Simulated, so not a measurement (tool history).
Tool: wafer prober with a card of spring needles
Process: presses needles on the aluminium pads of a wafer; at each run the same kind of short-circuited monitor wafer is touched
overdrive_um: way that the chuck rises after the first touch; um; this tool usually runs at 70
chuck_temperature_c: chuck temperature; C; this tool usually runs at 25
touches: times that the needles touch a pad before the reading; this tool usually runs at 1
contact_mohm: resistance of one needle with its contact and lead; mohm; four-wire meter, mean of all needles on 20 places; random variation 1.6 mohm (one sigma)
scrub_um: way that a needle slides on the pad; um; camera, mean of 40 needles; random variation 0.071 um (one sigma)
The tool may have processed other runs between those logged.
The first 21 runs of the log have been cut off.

run,day,overdrive_um,chuck_temperature_c,touches,touches since the tips were cleaned,cleanings since the card got new needles,touches since the first contact's height was set,contact_mohm,scrub_um
22,17.396,67,49,3,4224,10,72083,264,14.94
# day 18.121: tips cleaned on abrasive film
23,18.55,70,93,1,1526,11,76159,314,15.6
24,19.129,63,33,1,3584,11,78217,473,13.92
# day 20.029: tips cleaned on abrasive film
25,20.271,70,25,2,862,12,82254,224,15.64
26,21.304,70,25,2,4526,12,85918,323,15.54
# day 21.904: tips cleaned on abrasive film
27,22.358,75,73,2,1608,13,89644,235,16.67
28,23.229,75,73,2,4702,13,92738,298,16.75
# day 23.792: tips cleaned on abrasive film
29,24.254,53,33,3,1628,14,96353,274,11.75
30,25.396,88,33,2,5689,14,100414,269,19.63
# day 25.725: tips cleaned on abrasive film
31,26.083,66,33,1,1271,15,102834,310,14.64
32,26.746,69,25,1,3630,15,105193,417,15.44
# day 27.617: tips cleaned on abrasive film
33,27.838,69,25,1,777,16,109047,254,15.36
34,28.867,66,48,1,4426,16,112696,460,14.62

Branching from run 34: 3 alternative next runs. What would each branch give?
# day 29.492: tips cleaned on abrasive film
A,29.783,71,116,1,1046,17,115942,?,?
# day 29.492: tips cleaned on abrasive film
B,29.783,84,42,2,1046,17,115942,?,?
# day 29.492: tips cleaned on abrasive film
C,29.783,66,48,1,1046,17,115942,?,?

run,contact_mohm,scrub_um
A,273,15.89
B,200,18.67
C,292,14.63
With no hidden state in the tool, these same runs would have given:
run,contact_mohm,scrub_um
A,171,16.13
B,150,18.91
C,161,14.87
